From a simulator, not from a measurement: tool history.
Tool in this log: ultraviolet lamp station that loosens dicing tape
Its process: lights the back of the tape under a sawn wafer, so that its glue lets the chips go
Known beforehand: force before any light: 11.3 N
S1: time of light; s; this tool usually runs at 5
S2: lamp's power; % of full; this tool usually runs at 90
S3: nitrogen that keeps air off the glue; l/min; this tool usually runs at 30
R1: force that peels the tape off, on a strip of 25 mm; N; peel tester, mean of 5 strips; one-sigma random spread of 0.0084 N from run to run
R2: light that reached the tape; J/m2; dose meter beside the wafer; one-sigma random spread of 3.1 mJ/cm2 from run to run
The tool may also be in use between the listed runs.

Run 1, day 0.000: usual settings. Result: R1 0.397 N, R2 4540 J/m2.
Run 2, day 0.371: usual settings. Result: R1 0.397 N, R2 4510 J/m2.
Run 3, day 0.533: usual settings. Result: R1 0.412 N, R2 4510 J/m2.
Run 4, day 0.750: usual settings but S1 2 s. Result: R1 2.699 N, R2 1800 J/m2.
Run 5, day 1.062: usual settings but S1 2 s. Result: R1 2.757 N, R2 1790 J/m2.
Run 6, day 1.346: usual settings but S1 2 s. Result: R1 2.804 N, R2 1810 J/m2.
Run 7, day 1.700: usual settings but S1 2 s. Result: R1 2.814 N, R2 1800 J/m2.
Run 8, day 1.929: usual settings. Result: R1 0.401 N, R2 4460 J/m2.
Run 9, day 2.321: usual settings. Result: R1 0.405 N, R2 4480 J/m2.
Run 10, day 2.604: usual settings. Result: R1 0.423 N, R2 4490 J/m2.
Run 11, day 2.829: usual settings. Result: R1 0.421 N, R2 4430 J/m2.
Run 12, day 3.046: usual settings. Result: R1 0.410 N, R2 4450 J/m2.
Run 13, day 3.312: usual settings but S1 7 s, S2 83 % of full, S3 32 l/min. Result: R1 0.208 N, R2 5700 J/m2.
Run 14, day 3.575: usual settings but S1 7 s, S2 83 % of full, S3 32 l/min. Result: R1 0.215 N, R2 5760 J/m2.
Run 15, day 3.950: usual settings but S1 6 s, S2 76 % of full, S3 36 l/min. Result: R1 0.376 N, R2 4500 J/m2.
Run 16, day 4.200: usual settings but S2 68 % of full, S3 22 l/min. Result: R1 0.988 N, R2 3330 J/m2.
Run 17, day 4.475: usual settings but S2 70 % of full. Result: R1 0.782 N, R2 3460 J/m2.
Run 18, day 4.692: usual settings but S1 9 s, S2 73 % of full, S3 44 l/min. Result: R1 0.161 N, R2 6420 J/m2.
Run 19, day 5.038: usual settings but S1 9 s, S2 73 % of full, S3 44 l/min. Result: R1 0.162 N, R2 6460 J/m2.
Run 20, day 5.417: usual settings but S1 8 s, S2 99 % of full, S3 16 l/min. Result: R1 0.167 N, R2 7680 J/m2.
Run 21, day 5.704: usual settings but S1 8 s, S2 99 % of full, S3 16 l/min. Result: R1 0.160 N, R2 7690 J/m2.
Run 22, day 5.925: usual settings but S1 9 s, S3 49 l/min. Result: R1 0.125 N, R2 7920 J/m2.
Run 23, day 6.267: usual settings but S1 3 s, S2 63 % of full, S3 49 l/min. Result: R1 2.350 N, R2 1820 J/m2.

Consider 4 possible next runs. They are alternatives, not a sequence: every one starts from the tool as it was left by run 23. What does each give?
Run A, day 6.504: usual settings but S1 3 s, S2 72 % of full, S3 12 l/min. Result: R1 ?, R2 ?.
Run B, day 6.504: usual settings but S1 2 s, S2 63 % of full, S3 20 l/min. Result: R1 ?, R2 ?.
Run C, day 6.504: usual settings but S1 3 s, S2 71 % of full, S3 14 l/min. Result: R1 ?, R2 ?.
Run D, day 6.504: usual settings but S1 2 s, S2 61 % of full. Result: R1 ?, R2 ?.

run     R1    R2
  A  3.040  2090
  B  4.683  1240
  C  2.823  2050
  D  4.430  1210
Without the tool's unlogged condition, the same runs would have read:
run     R1    R2
  A  2.644  2300
  B  4.265  1370
  C  2.448  2270
  D  4.014  1340
